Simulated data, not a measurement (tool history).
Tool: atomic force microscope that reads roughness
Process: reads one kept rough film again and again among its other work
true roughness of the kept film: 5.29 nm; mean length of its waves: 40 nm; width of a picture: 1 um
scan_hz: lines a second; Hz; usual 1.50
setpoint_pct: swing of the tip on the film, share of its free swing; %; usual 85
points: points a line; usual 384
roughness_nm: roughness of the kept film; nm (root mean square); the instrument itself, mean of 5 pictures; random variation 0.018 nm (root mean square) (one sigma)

run 1 day=0.000 | scan_hz=1.50 setpoint_pct=85 points=384 | roughness_nm=4.112
run 2 day=1.042 | scan_hz=1.50 setpoint_pct=85 points=384 | roughness_nm=3.993
run 3 day=2.038 | scan_hz=1.50 setpoint_pct=85 points=384 | roughness_nm=3.891
run 4 day=2.579 | scan_hz=1.50 setpoint_pct=85 points=384 | roughness_nm=3.832
-- day=3.525 new tip fitted
run 5 day=3.538 | scan_hz=1.50 setpoint_pct=85 points=384 | roughness_nm=4.237
run 6 day=4.575 | scan_hz=1.50 setpoint_pct=85 points=384 | roughness_nm=4.133
run 7 day=5.633 | scan_hz=1.50 setpoint_pct=85 points=993 | roughness_nm=3.993
run 8 day=6.912 | scan_hz=1.50 setpoint_pct=85 points=993 | roughness_nm=3.876
run 9 day=7.846 | scan_hz=1.50 setpoint_pct=85 points=384 | roughness_nm=3.790
-- day=8.312 new tip fitted
run 10 day=8.454 | scan_hz=1.50 setpoint_pct=85 points=384 | roughness_nm=4.182
run 11 day=9.725 | scan_hz=1.50 setpoint_pct=85 points=384 | roughness_nm=4.064
run 12 day=10.642 | scan_hz=1.50 setpoint_pct=85 points=384 | roughness_nm=3.947
run 13 day=11.671 | scan_hz=1.50 setpoint_pct=85 points=384 | roughness_nm=3.851
run 14 day=12.600 | scan_hz=1.50 setpoint_pct=85 points=384 | roughness_nm=3.755
-- day=13.150 new tip fitted
run 15 day=13.183 | scan_hz=1.50 setpoint_pct=59 points=384 | roughness_nm=4.656
run 16 day=13.750 | scan_hz=1.50 setpoint_pct=59 points=384 | roughness_nm=4.563
run 17 day=14.592 | scan_hz=1.50 setpoint_pct=59 points=384 | roughness_nm=4.480
run 18 day=15.892 | scan_hz=1.50 setpoint_pct=59 points=384 | roughness_nm=4.298
run 19 day=17.100 | scan_hz=1.50 setpoint_pct=85 points=420 | roughness_nm=3.796
-- day=17.933 new tip fitted
run 20 day=18.058 | scan_hz=1.50 setpoint_pct=85 points=420 | roughness_nm=4.225
run 21 day=19.117 | scan_hz=1.50 setpoint_pct=85 points=420 | roughness_nm=4.090
run 22 day=20.133 | scan_hz=1.50 setpoint_pct=85 points=420 | roughness_nm=3.995
run 23 day=21.104 | scan_hz=1.50 setpoint_pct=67 points=384 | roughness_nm=4.219
run 24 day=22.117 | scan_hz=1.50 setpoint_pct=67 points=384 | roughness_nm=4.088
-- day=22.717 new tip fitted
run 25 day=23.246 | scan_hz=1.50 setpoint_pct=85 points=384 | roughness_nm=4.173
run 26 day=24.279 | scan_hz=1.50 setpoint_pct=85 points=384 | roughness_nm=4.048
run 27 day=24.917 | scan_hz=2.23 setpoint_pct=63 points=282 | roughness_nm=4.241
run 28 day=25.962 | scan_hz=2.23 setpoint_pct=63 points=282 | roughness_nm=4.122
run 29 day=26.588 | scan_hz=2.23 setpoint_pct=63 points=282 | roughness_nm=4.011
run 30 day=27.154 | scan_hz=1.82 setpoint_pct=68 points=325 | roughness_nm=3.947
-- day=27.488 new tip fitted
run 31 day=27.854 | scan_hz=0.99 setpoint_pct=82 points=786 | roughness_nm=4.382
run 32 day=28.983 | scan_hz=1.50 setpoint_pct=85 points=696 | roughness_nm=4.052
run 33 day=29.542 | scan_hz=1.80 setpoint_pct=85 points=298 | roughness_nm=3.916
run 34 day=30.600 | scan_hz=1.80 setpoint_pct=56 points=765 | roughness_nm=4.260
run 35 day=31.146 | scan_hz=1.45 setpoint_pct=85 points=411 | roughness_nm=3.755
run 36 day=31.946 | scan_hz=0.86 setpoint_pct=70 points=384 | roughness_nm=4.034
-- day=32.271 new tip fitted
run 37 day=32.796 | scan_hz=1.91 setpoint_pct=67 points=580 | roughness_nm=4.429
run 38 day=33.621 | scan_hz=2.61 setpoint_pct=79 points=580 | roughness_nm=3.945
run 39 day=34.875 | scan_hz=2.61 setpoint_pct=79 points=580 | roughness_nm=3.788
run 40 day=35.817 | scan_hz=0.75 setpoint_pct=85 points=352 | roughness_nm=4.067
run 41 day=36.558 | scan_hz=0.75 setpoint_pct=87 points=352 | roughness_nm=3.977
-- day=37.033 new tip fitted
run 42 day=37.333 | scan_hz=0.75 setpoint_pct=87 points=352 | roughness_nm=4.474
run 43 day=38.575 | scan_hz=3.56 setpoint_pct=86 points=720 | roughness_nm=3.479
run 44 day=39.221 | scan_hz=3.56 setpoint_pct=86 points=720 | roughness_nm=3.442
run 45 day=39.904 | scan_hz=1.60 setpoint_pct=62 points=333 | roughness_nm=4.254
run 46 day=40.788 | scan_hz=1.56 setpoint_pct=59 points=610 | roughness_nm=4.218
run 47 day=41.375 | scan_hz=0.88 setpoint_pct=84 points=562 | roughness_nm=3.997
-- day=41.825 new tip fitted
run 48 day=42.154 | scan_hz=0.88 setpoint_pct=84 points=562 | roughness_nm=4.420
run 49 day=43.271 | scan_hz=2.47 setpoint_pct=83 points=731 | roughness_nm=3.846
run 50 day=44.042 | scan_hz=0.73 setpoint_pct=84 points=384 | roughness_nm=4.279
run 51 day=44.779 | scan_hz=1.50 setpoint_pct=85 points=384 | roughness_nm=3.913
run 52 day=45.392 | scan_hz=0.86 setpoint_pct=70 points=710 | roughness_nm=4.216

The same runs without the tool's hidden state, with the same run-to-run variation:
The hidden state here: radius of the tip, nm; height scale over the true one, %; drift of the gauge itself on roughness_nm, %.
run=1 roughness_nm=4.269
run=2 roughness_nm=4.262
run=3 roughness_nm=4.272
run=4 roughness_nm=4.269
run=5 roughness_nm=4.260
run=6 roughness_nm=4.275
run=7 roughness_nm=4.255
run=8 roughness_nm=4.267
run=9 roughness_nm=4.274
run=10 roughness_nm=4.228
run=11 roughness_nm=4.261
run=12 roughness_nm=4.239
run=13 roughness_nm=4.255
run=14 roughness_nm=4.250
run=15 roughness_nm=4.675
run=16 roughness_nm=4.658
run=17 roughness_nm=4.687
run=18 roughness_nm=4.672
run=19 roughness_nm=4.265
run=20 roughness_nm=4.256
run=21 roughness_nm=4.243
run=22 roughness_nm=4.260
run=23 roughness_nm=4.619
run=24 roughness_nm=4.593
run=25 roughness_nm=4.271
run=26 roughness_nm=4.266
run=27 roughness_nm=4.557
run=28 roughness_nm=4.554
run=29 roughness_nm=4.515
run=30 roughness_nm=4.512
run=31 roughness_nm=4.491
run=32 roughness_nm=4.292
run=33 roughness_nm=4.210
run=34 roughness_nm=4.725
run=35 roughness_nm=4.224
run=36 roughness_nm=4.634
run=37 roughness_nm=4.518
run=38 roughness_nm=4.120
run=39 roughness_nm=4.092
run=40 roughness_nm=4.507
run=41 roughness_nm=4.492
run=42 roughness_nm=4.527
run=43 roughness_nm=3.636
run=44 roughness_nm=3.662
run=45 roughness_nm=4.617
run=46 roughness_nm=4.685
run=47 roughness_nm=4.512
run=48 roughness_nm=4.493
run=49 roughness_nm=4.030
run=50 roughness_nm=4.576
run=51 roughness_nm=4.267
run=52 roughness_nm=4.674
